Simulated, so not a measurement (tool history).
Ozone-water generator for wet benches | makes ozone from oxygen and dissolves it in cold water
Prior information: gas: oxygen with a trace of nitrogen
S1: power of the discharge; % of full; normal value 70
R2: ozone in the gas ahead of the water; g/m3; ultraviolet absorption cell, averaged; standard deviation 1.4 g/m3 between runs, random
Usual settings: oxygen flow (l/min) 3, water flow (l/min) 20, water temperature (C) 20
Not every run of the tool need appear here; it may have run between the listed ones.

Run 1, hour 0: usual settings. Result: dissolved ozone (ppm) 13.3, R2 248.4 g/m3.
Run 2, hour 76.3: usual settings but water temperature (C) 26. Result: dissolved ozone (ppm) 12.6, R2 245.7 g/m3.
Run 3, hour 168.1: usual settings. Result: dissolved ozone (ppm) 13.5, R2 244.9 g/m3.
Run 4, hour 281: usual settings. Result: dissolved ozone (ppm) 13.1, R2 247.5 g/m3.
Run 5, hour 366.4: usual settings. Result: dissolved ozone (ppm) 13.4, R2 246.9 g/m3.
Run 6, hour 464.7: usual settings but water flow (l/min) 31. Result: dissolved ozone (ppm) 7.9, R2 242.4 g/m3.
Run 7, hour 591.7: usual settings but water flow (l/min) 31. Result: dissolved ozone (ppm) 7.7, R2 248.3 g/m3.
Run 8, hour 659.9: usual settings but S1 55 % of full. Result: dissolved ozone (ppm) 11.2, R2 209.1 g/m3.
Run 9, hour 740: usual settings but S1 55 % of full. Result: dissolved ozone (ppm) 11, R2 208.6 g/m3.
Run 10, hour 822.5: usual settings but S1 55 % of full. Result: dissolved ozone (ppm) 11.3, R2 209.3 g/m3.
Run 11, hour 952.6: usual settings but S1 55 % of full, water temperature (C) 16. Result: dissolved ozone (ppm) 11.8, R2 207.5 g/m3.
Run 12, hour 1065.7: usual settings. Result: dissolved ozone (ppm) 13.1, R2 243.1 g/m3.
Run 13, hour 1143.8: usual settings. Result: dissolved ozone (ppm) 13.3, R2 245.8 g/m3.
Run 14, hour 1267.3: usual settings but S1 72 % of full, oxygen flow (l/min) 4.38, water flow (l/min) 14. Result: dissolved ozone (ppm) 18.6, R2 193.9 g/m3.
Run 15, hour 1369.7: usual settings but S1 85 % of full, water temperature (C) 14. Result: dissolved ozone (ppm) 15.8, R2 278.5 g/m3.
Run 16, hour 1467: usual settings but S1 85 % of full, water temperature (C) 16. Result: dissolved ozone (ppm) 15.5, R2 279.1 g/m3.
Run 17, hour 1558.1: usual settings but S1 86 % of full, oxygen flow (l/min) 2.89, water temperature (C) 18. Result: dissolved ozone (ppm) 15.2, R2 286 g/m3.
Run 18, hour 1678.9: usual settings but oxygen flow (l/min) 2.88, water flow (l/min) 25. Result: dissolved ozone (ppm) 10.1, R2 252 g/m3.
Run 19, hour 1779.8: usual settings but S1 69 % of full, oxygen flow (l/min) 2.76, water flow (l/min) 25. Result: dissolved ozone (ppm) 9.8, R2 254.5 g/m3.
Run 20, hour 1899.1: usual settings but S1 72 % of full, water flow (l/min) 26. Result: dissolved ozone (ppm) 9.8, R2 248.9 g/m3.
Run 21, hour 1979.4: usual settings but oxygen flow (l/min) 2.42, water flow (l/min) 23. Result: dissolved ozone (ppm) 10.8, R2 280.3 g/m3.
Run 22, hour 2098.7: usual settings but S1 69 % of full, oxygen flow (l/min) 2.42, water flow (l/min) 26. Result: dissolved ozone (ppm) 9.1, R2 276.8 g/m3.
Run 23, hour 2165.9: usual settings but S1 57 % of full, oxygen flow (l/min) 1.74. Result: dissolved ozone (ppm) 10.8, R2 302.1 g/m3.
Run 24, hour 2252.2: usual settings but S1 57 % of full, oxygen flow (l/min) 1.74. Result: dissolved ozone (ppm) 10.8, R2 305 g/m3.
Run 25, hour 2307.8: usual settings but S1 59 % of full, oxygen flow (l/min) 2.16. Result: dissolved ozone (ppm) 11.3, R2 269.9 g/m3.
Run 26, hour 2430.7: usual settings but oxygen flow (l/min) 1.87, water temperature (C) 13. Result: dissolved ozone (ppm) 13.3, R2 332.7 g/m3.

How would selected steps in dissolved ozone (ppm) from run to run divide? Give the signed amount a tool lacking its hidden state would still show from settings, what came in and random variation, and the signed amount left for the hidden state, including any gauge scatter that is not in both of the compared results.
The hidden state here: yield of the discharge, % of new electrodes'; contactor's efficiency, % of a clean one's; true water temperature over the reading, C; drift of the gauge itself on ozone_ppm, %; drift of the gauge itself on gas_g_m3, %.
Run 5 -> 6: water flow (l/min) 20 -> 31. dissolved ozone (ppm) -5.5: hidden state +0.3, all else -5.8.
Run 13 -> 14: S1 70 -> 72, oxygen flow (l/min) 3 -> 4.38, water flow (l/min) 20 -> 14. dissolved ozone (ppm) +5.3: hidden state -0.4, all else +5.7.
Run 17 -> 18: S1 86 -> 70, oxygen flow (l/min) 2.89 -> 2.88, water flow (l/min) 20 -> 25, water temperature (C) 18 -> 20. dissolved ozone (ppm) -5.1: hidden state +0.5, all else -5.6.
